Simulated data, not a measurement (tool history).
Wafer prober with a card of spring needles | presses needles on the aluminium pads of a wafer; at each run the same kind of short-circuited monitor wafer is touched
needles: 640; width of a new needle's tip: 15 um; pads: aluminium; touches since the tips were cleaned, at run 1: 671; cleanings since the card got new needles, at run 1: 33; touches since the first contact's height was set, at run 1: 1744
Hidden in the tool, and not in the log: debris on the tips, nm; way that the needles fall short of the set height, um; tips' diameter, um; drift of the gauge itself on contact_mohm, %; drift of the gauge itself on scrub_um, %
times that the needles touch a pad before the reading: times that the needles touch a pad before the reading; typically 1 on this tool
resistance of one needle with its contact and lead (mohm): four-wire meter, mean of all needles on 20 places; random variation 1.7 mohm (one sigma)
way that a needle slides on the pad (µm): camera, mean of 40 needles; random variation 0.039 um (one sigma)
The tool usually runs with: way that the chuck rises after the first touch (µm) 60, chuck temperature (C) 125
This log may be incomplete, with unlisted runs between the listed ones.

run,hour,way that the chuck rises after the first touch (µm),chuck temperature (C),times that the needles touch a pad before the reading,touches since the tips were cleaned,cleanings since the card got new needles,touches since the first contact's height was set,resistance of one needle with its contact and lead (mohm),way that a needle slides on the pad (µm)
1,0.0,60,125,1,671,33,1744,181,14.51
2,7.0,46,125,1,4180,33,5253,199,11.00
# hour 7.7: tips cleaned on abrasive film
# hour 17.0: tips cleaned on abrasive film
3,17.4,46,125,1,201,35,10333,187,11.00
4,25.2,46,125,1,4093,35,14225,199,11.01
# hour 26.2: tips cleaned on abrasive film
5,32.0,46,125,1,2874,36,17556,194,11.06
# hour 34.9: tips cleaned on abrasive film
6,37.5,46,125,1,1290,37,20265,191,10.96
# hour 43.7: tips cleaned on abrasive film
7,44.3,60,125,1,288,38,23586,178,14.32
8,48.8,56,125,1,2530,38,25828,188,13.45
# hour 53.2: tips cleaned on abrasive film
9,57.2,56,125,1,2034,39,30002,185,13.36
# hour 62.1: tips cleaned on abrasive film
10,66.0,56,125,1,1938,40,34319,187,13.27
# hour 70.9: tips cleaned on abrasive film
11,74.6,60,125,1,1834,41,38564,183,14.23

Estimate the outcome of run 12 from the log above:
# hour 80.1: tips cleaned on abrasive film
12,83.5,60,125,1,1694,42,42952,?,?

resistance of one needle with its contact and lead (mohm): 187
way that a needle slides on the pad (µm): 14.15
If the tool had no hidden condition, the same run with the same run-to-run variation would have returned resistance of one needle with its contact and lead (mohm) 181, way that a needle slides on the pad (µm) 14.40.

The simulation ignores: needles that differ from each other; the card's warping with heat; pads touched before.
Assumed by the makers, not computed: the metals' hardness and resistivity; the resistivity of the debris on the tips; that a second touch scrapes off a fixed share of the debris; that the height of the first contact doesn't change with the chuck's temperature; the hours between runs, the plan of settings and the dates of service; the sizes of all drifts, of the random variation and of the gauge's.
